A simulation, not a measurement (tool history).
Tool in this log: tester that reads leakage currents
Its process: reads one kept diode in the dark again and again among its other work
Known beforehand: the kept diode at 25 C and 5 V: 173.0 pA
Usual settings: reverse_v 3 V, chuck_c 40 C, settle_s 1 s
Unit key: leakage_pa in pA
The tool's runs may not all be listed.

Run 1, hour 0: usual settings. Result: leakage_pa 558.67 pA.
Run 2, hour 26: usual settings. Result: leakage_pa 560.87 pA.
Run 3, hour 43.9: usual settings but settle_s 7.12 s. Result: leakage_pa 562.12 pA.
Run 4, hour 74.2: usual settings but settle_s 7.12 s. Result: leakage_pa 559.81 pA.
Run 5, hour 99.5: usual settings but settle_s 7.12 s. Result: leakage_pa 561.47 pA.
Run 6, hour 125.6: usual settings but settle_s 7.12 s. Result: leakage_pa 563.28 pA.
Run 7, hour 151.1: usual settings but settle_s 7.12 s. Result: leakage_pa 563.31 pA.
Run 8, hour 175.9: usual settings but reverse_v 1.34 V. Result: leakage_pa 433.78 pA.
Run 9, hour 205.2: usual settings. Result: leakage_pa 568.26 pA.
Run 10, hour 229.3: usual settings. Result: leakage_pa 569.66 pA.
Run 11, hour 253.8: usual settings. Result: leakage_pa 569.84 pA.
Run 12, hour 286: usual settings. Result: leakage_pa 568.59 pA.
At hour 298.9: chuck's temperature calibrated.
Run 13, hour 313.5: usual settings. Result: leakage_pa 490.69 pA.
Run 14, hour 328.5: usual settings but settle_s 0.88 s. Result: leakage_pa 494.13 pA.
Run 15, hour 356.1: usual settings but chuck_c 35 C, settle_s 0.88 s. Result: leakage_pa 334.1 pA.
Run 16, hour 369.9: usual settings but chuck_c 35 C, settle_s 0.88 s. Result: leakage_pa 336.68 pA.
Run 17, hour 390.5: usual settings but chuck_c 35 C, settle_s 0.88 s. Result: leakage_pa 335.92 pA.
At hour 394.2: tester calibrated.
Run 18, hour 419.4: usual settings but chuck_c 35 C, settle_s 0.88 s. Result: leakage_pa 335.62 pA.
Run 19, hour 438.4: usual settings but reverse_v 1.73 V. Result: leakage_pa 414.57 pA.
Run 20, hour 464.2: usual settings but reverse_v 1.73 V. Result: leakage_pa 413.19 pA.
Run 21, hour 480.4: usual settings but reverse_v 1.73 V. Result: leakage_pa 415.97 pA.
Run 22, hour 494.6: usual settings but chuck_c 35 C, settle_s 0.52 s. Result: leakage_pa 338.45 pA.
Run 23, hour 511.3: usual settings but reverse_v 2.82 V, chuck_c 55 C, settle_s 9.4 s. Result: leakage_pa 1452.68 pA.
At hour 522.5: tester calibrated, once more.
Run 24, hour 528.5: usual settings but reverse_v 2.82 V, chuck_c 28 C, settle_s 0.6 s. Result: leakage_pa 187.81 pA.
Run 25, hour 557.3: usual settings but reverse_v 2.17 V, chuck_c 28 C, settle_s 0.6 s. Result: leakage_pa 173.01 pA.
Run 26, hour 578.2: usual settings but reverse_v 2.17 V, chuck_c 28 C, settle_s 0.6 s. Result: leakage_pa 172.7 pA.
Run 27, hour 604.9: usual settings but reverse_v 3.71 V, chuck_c 28 C, settle_s 1.02 s. Result: leakage_pa 205.91 pA.
Run 28, hour 638: usual settings but reverse_v 3.71 V, chuck_c 49 C, settle_s 3.09 s. Result: leakage_pa 1047.19 pA.
Run 29, hour 670.1: usual settings but reverse_v 3.95 V, settle_s 0.4 s. Result: leakage_pa 549.27 pA.
Run 30, hour 695.4: usual settings but reverse_v 10.74 V, chuck_c 50 C, settle_s 0.99 s. Result: leakage_pa 1589.55 pA.
Run 31, hour 709.9: usual settings but reverse_v 10.74 V, chuck_c 50 C, settle_s 0.99 s. Result: leakage_pa 1589.03 pA.
Run 32, hour 731.8: usual settings but reverse_v 2.87 V, chuck_c 50 C, settle_s 1.75 s. Result: leakage_pa 1039.27 pA.
Run 33, hour 764.1: usual settings but reverse_v 12.41 V, chuck_c 42 C, settle_s 0.55 s. Result: leakage_pa 930.13 pA.
Run 34, hour 793.9: usual settings but reverse_v 2.7 V, chuck_c 56 C. Result: leakage_pa 1554.75 pA.
Run 35, hour 818.8: usual settings but reverse_v 1.14 V, settle_s 1.2 s. Result: leakage_pa 364.89 pA.
Run 36, hour 839.4: usual settings but reverse_v 1.14 V, settle_s 1.2 s. Result: leakage_pa 368.47 pA.
Run 37, hour 861.6: usual settings but reverse_v 1.61 V. Result: leakage_pa 409.56 pA.
Run 38, hour 877.5: usual settings but reverse_v 1.61 V. Result: leakage_pa 412.03 pA.
Run 39, hour 907.6: usual settings but reverse_v 1 V, chuck_c 41 C, settle_s 1.26 s. Result: leakage_pa 378.93 pA.
Run 40, hour 928.8: usual settings but reverse_v 5.48 V, settle_s 3.04 s. Result: leakage_pa 615.4 pA.

Predict each of these 3 candidate next runs independently; none follows another, all start after run 40:
Run A, hour 961.2: usual settings but chuck_c 38 C. Result: leakage_pa ?.
Run B, hour 961.2: usual settings but reverse_v 1.85 V, chuck_c 34 C, settle_s 1.28 s. Result: leakage_pa ?.
Run C, hour 961.2: usual settings but chuck_c 46 C. Result: leakage_pa ?.

run  leakage_pa
  A      436.04
  B      271.12
  C      794.39
With the hidden condition removed and each run's random variation left untouched, the same runs would have given:
run  leakage_pa
  A      421.58
  B      261.94
  C      770.85

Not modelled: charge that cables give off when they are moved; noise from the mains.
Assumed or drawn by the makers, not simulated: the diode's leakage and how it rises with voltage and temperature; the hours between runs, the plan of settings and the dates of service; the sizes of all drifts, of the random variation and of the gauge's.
